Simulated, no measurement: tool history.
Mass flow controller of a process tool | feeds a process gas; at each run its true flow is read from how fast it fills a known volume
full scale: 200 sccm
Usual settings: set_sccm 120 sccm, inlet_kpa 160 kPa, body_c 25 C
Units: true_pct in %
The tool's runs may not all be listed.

| run | hour | set_sccm | inlet_kpa | body_c | true_pct |
|---|---|---|---|---|---|
| 1 | 0 | 120 | 160 | 25 | 99.74 |
| 2 | 36.4 | 120 | 160 | 25 | 99.61 |
| 3 | 99.9 | 120 | 160 | 25 | 99.79 |
| 4 | 150.9 | 120 | 160 | 25 | 99.69 |
| 5 | 224.9 | 120 | 160 | 25 | 99.83 |
| 6 | 298.9 | 120 | 160 | 25 | 99.79 |
| 7 | 343.7 | 120 | 160 | 25 | 99.72 |
| 8 | 416.9 | 120 | 160 | 25 | 99.79 |
| 9 | 474.8 | 120 | 160 | 25 | 99.94 |
| 10 | 535.4 | 120 | 208 | 25 | 100.19 |
| 11 | 595.6 | 120 | 208 | 25 | 100.18 |
| 12 | 654.6 | 120 | 208 | 25 | 100.3 |
| 13 | 728.5 | 120 | 223 | 25 | 100.21 |
| 14 | 774.5 | 94 | 216 | 23 | 100.23 |
| 15 | 823.5 | 20 | 245 | 37 | 97.59 |
| 16 | 870.9 | 20 | 245 | 37 | 97.63 |
| 17 | 948.5 | 20 | 245 | 37 | 97.62 |
| 18 | 981.9 | 52 | 180 | 20 | 99.96 |
| 19 | 1060.3 | 180 | 174 | 37 | 99.24 |
| 20 | 1094.5 | 82 | 163 | 30 | 99.13 |
| 21 | 1154.7 | 101 | 268 | 22 | 100.98 |

3 ways to go on from here, each from the tool as it stands after run 21. What would each give?
| A | 1199.5 | 120 | 160 | 32 | ? |
| B | 1199.5 | 120 | 154 | 25 | ? |
| C | 1199.5 | 34 | 276 | 20 | ? |

| run | true_pct |
|---|---|
| A | 99.4 |
| B | 99.93 |
| C | 100.23 |
Without the tool's hidden state the same runs would have given:
| run | true_pct |
|---|---|
| A | 98.6 |
| B | 99.12 |
| C | 99.97 |
